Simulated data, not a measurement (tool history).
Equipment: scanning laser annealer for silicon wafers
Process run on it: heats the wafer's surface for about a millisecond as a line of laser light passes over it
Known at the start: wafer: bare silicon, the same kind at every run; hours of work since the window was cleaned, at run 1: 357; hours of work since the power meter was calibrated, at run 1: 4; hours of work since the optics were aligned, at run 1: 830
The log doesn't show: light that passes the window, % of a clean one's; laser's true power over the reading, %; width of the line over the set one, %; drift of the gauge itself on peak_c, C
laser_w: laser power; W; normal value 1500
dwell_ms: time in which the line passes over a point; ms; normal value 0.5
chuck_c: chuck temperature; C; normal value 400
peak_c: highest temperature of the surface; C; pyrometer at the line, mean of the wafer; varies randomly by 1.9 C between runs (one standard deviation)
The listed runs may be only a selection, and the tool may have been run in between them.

| run | day | laser_w | dwell_ms | chuck_c | hours of work since the window was cleaned | hours of work since the power meter was calibrated | hours of work since the optics were aligned | peak_c |
|---|---|---|---|---|---|---|---|---|
| 1 | 0 | 1500 | 0.5 | 400 | 357 | 4 | 830 | 1189 |
| 2 | 0.375 | 1500 | 0.5 | 400 | 360 | 7 | 833 | 1187 |
| 3 | 0.967 | 1608 | 0.5 | 400 | 366 | 13 | 839 | 1258 |
| 4 | 1.571 | 1608 | 0.5 | 400 | 372 | 19 | 845 | 1253 |
| 5 | 1.958 | 1500 | 0.5 | 400 | 376 | 23 | 849 | 1182 |
| 6 | 2.35 | 1500 | 0.448 | 400 | 380 | 27 | 853 | 1141 |
| 7 | 2.979 | 1500 | 0.448 | 400 | 386 | 33 | 859 | 1139 |
| 8 | 3.658 | 1500 | 0.448 | 400 | 393 | 40 | 866 | 1137 |
| 9 | 4.225 | 1500 | 0.448 | 400 | 398 | 45 | 871 | 1140 |
| 10 | 4.738 | 1500 | 0.448 | 400 | 403 | 50 | 876 | 1139 |
| 11 | 5.15 | 1387 | 0.5 | 400 | 407 | 54 | 881 | 1113 |
| 12 | 5.525 | 1387 | 0.5 | 400 | 411 | 58 | 884 | 1113 |
| 13 | 6.412 | 1500 | 0.512 | 369 | 420 | 67 | 893 | 1160 |
| 14 | 6.8 | 1539 | 0.39 | 365 | 424 | 71 | 897 | 1071 |
| 15 | 7.546 | 1539 | 0.39 | 365 | 431 | 78 | 904 | 1073 |
| 16 | 8.162 | 1539 | 0.39 | 365 | 437 | 84 | 910 | 1068 |

What does the tool deliver on the next run?
| 17 | 8.933 | 1336 | 0.39 | 383 | 445 | 92 | 918 | ? |

Run 17 produced peak_c 977 C.
Were there no unlogged condition in the tool, this run, its random variation unchanged, would have produced peak_c 1003 C.
